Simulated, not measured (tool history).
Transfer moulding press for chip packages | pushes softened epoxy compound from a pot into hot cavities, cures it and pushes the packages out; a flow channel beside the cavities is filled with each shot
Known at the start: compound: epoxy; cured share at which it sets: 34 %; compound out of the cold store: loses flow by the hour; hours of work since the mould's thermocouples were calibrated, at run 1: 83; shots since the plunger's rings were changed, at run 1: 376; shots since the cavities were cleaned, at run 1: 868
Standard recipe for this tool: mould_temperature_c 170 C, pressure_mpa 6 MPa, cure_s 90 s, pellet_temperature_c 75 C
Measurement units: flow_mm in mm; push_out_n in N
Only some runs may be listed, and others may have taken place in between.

run	hour	mould_temperature_c	pressure_mpa	cure_s	pellet_temperature_c	hours of work since the mould's thermocouples were calibrated	shots since the plunger's rings were changed	shots since the cavities were cleaned	incoming compound's hours out of the cold store	flow_mm	push_out_n
1	0	170	6	90	75	83	376	868	24.6	894	495
# hour 10.9: cavities cleaned with cleaning compound and waxed
2	24.8	170	6	78	75	100	695	191	17.2	933	471
3	45.7	170	6	78	75	115	983	479	36.8	820	528
4	70.8	170	6	78	75	133	1329	825	32.7	834	654
# hour 85.2: cavities cleaned with cleaning compound and waxed
5	96.4	170	6	90	75	150	1661	155	14.8	911	348
6	111.5	170	6	90	75	160	1868	362	45.4	768	393
7	134.4	165	6	90	75	177	2182	676	26.8	863	652
# hour 158.8: cavities cleaned with cleaning compound and waxed
8	158.9	165	5.44	90	75	193	2499	1	29.1	797	350
9	185.1	165	5.44	90	75	212	2860	362	33.8	769	557
10	203.3	170	6	100	75	225	3110	612	23.4	848	408
11	216.2	170	6	100	75	234	3287	789	31.7	803	404
# hour 233.8: cavities cleaned with cleaning compound and waxed
12	235	170	6	100	75	246	3525	16	27.3	828	215
13	261.4	170	6	90	78	265	3889	380	33.8	795	380
14	285.2	170	6	90	75	282	4216	707	28	805	487
# hour 307.5: cavities cleaned with cleaning compound and waxed
15	312.5	170	6	90	75	300	4570	68	28	787	271
16	327.4	170	6	90	83	311	4775	273	37.9	748	340
17	351.3	173	6	90	72	328	5104	602	25	813	390
# hour 366.7: plunger's sealing rings changed
18	378.7	175	7.05	92	81	346	166	945	8.2	1016	397
# hour 382.6: mould's thermocouples calibrated
# hour 385.8: cavities cleaned with cleaning compound and waxed
19	409.5	175	6	90	75	18	541	326	32	841	321
20	423	175	6.24	90	66	28	727	512	21.4	914	380
21	450.8	170	6	84	75	47	1108	893	25.9	870	599
# hour 459.9: cavities cleaned with cleaning compound and waxed
22	466.8	173	6	90	75	58	1309	95	25.9	869	253
23	487	175	6.36	94	68	72	1586	372	13.2	947	332
24	504	170	4.95	90	75	84	1819	605	18.8	809	496
25	527.1	170	6	115	66	101	2137	923	38.3	801	387
# hour 533.5: cavities cleaned with cleaning compound and waxed
26	543.5	170	6	115	66	111	2343	138	16.8	895	260
27	564.3	170	6.6	115	69	126	2628	423	16.6	948	328

Some steps in flow_mm between neighbouring runs. How much of each would the tool show without its hidden state too (settings, what came in, random variation), and how much is left for the hidden state, with any gauge scatter that isn't in both results?
Unlogged tool condition in this case: true mould temperature over the reading, C; pressure that reaches the compound, % of what is set; grip of the stained cavities, % over clean ones'; drift of the gauge itself on flow_mm, %; drift of the gauge itself on push_out_n, %.
Run 16 -> 17: mould_temperature_c 170 -> 173, pellet_temperature_c 83 -> 72. flow_mm +65 mm: hidden state -13, all else +78.
Run 17 -> 18: mould_temperature_c 173 -> 175, pressure_mpa 6 -> 7.05, cure_s 90 -> 92, pellet_temperature_c 72 -> 81, plunger's sealing rings changed. flow_mm +203 mm: hidden state +85, all else +118.
Run 18 -> 19: pressure_mpa 7.05 -> 6, cure_s 92 -> 90, pellet_temperature_c 81 -> 75, mould's thermocouples calibrated, cavities cleaned with cleaning compound and waxed. flow_mm -175 mm: hidden state -2, all else -173.

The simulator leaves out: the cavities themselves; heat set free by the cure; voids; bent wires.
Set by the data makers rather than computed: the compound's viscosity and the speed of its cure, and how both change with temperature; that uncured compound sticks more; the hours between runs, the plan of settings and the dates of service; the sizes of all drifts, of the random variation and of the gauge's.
